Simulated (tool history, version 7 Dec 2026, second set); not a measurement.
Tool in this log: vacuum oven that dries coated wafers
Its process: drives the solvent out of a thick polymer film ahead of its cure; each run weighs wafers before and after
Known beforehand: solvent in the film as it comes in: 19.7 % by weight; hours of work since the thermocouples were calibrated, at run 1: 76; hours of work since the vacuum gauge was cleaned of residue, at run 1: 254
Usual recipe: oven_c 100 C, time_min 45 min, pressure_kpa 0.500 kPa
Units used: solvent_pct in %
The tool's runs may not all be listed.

| run | hour | oven_c | time_min | pressure_kpa | hours of work since the thermocouples were calibrated | hours of work since the vacuum gauge was cleaned of residue | solvent_pct |
|---|---|---|---|---|---|---|---|
| 1 | 0.0 | 100 | 45 | 0.500 | 76 | 254 | 1.64 |
| 2 | 19.3 | 100 | 45 | 0.500 | 88 | 266 | 1.63 |
| 3 | 27.5 | 100 | 45 | 0.500 | 93 | 271 | 1.65 |
| 4 | 45.8 | 100 | 45 | 0.500 | 104 | 282 | 1.71 |
| 5 | 54.8 | 100 | 45 | 0.500 | 109 | 288 | 1.57 |
| 6 | 73.9 | 100 | 45 | 0.500 | 121 | 299 | 1.58 |
| 7 | 89.5 | 100 | 45 | 0.500 | 130 | 309 | 1.53 |
| 8 | 102.2 | 100 | 45 | 0.500 | 138 | 316 | 1.55 |
| 9 | 117.7 | 100 | 45 | 0.500 | 147 | 326 | 1.54 |
| 10 | 125.8 | 98 | 68 | 0.720 | 152 | 331 | 1.41 |
| 11 | 140.6 | 99 | 68 | 0.480 | 161 | 340 | 0.92 |

Each row is a separate what-if for the run after 11, all from the same tool condition, not one after another. Results?
| A | 156.1 | 106 | 41 | 0.456 | 171 | 349 | ? |
| B | 156.1 | 106 | 68 | 0.456 | 171 | 349 | ? |
| C | 156.1 | 99 | 77 | 0.480 | 171 | 349 | ? |
| D | 156.1 | 102 | 74 | 0.279 | 171 | 349 | ? |

| run | solvent_pct |
|---|---|
| A | 0.93 |
| B | 0.48 |
| C | 0.82 |
| D | 0.46 |
With the hidden condition removed and each run's random variation left untouched, the same runs would have given:
| run | solvent_pct |
|---|---|
| A | 0.92 |
| B | 0.47 |
| C | 0.82 |
| D | 0.45 |

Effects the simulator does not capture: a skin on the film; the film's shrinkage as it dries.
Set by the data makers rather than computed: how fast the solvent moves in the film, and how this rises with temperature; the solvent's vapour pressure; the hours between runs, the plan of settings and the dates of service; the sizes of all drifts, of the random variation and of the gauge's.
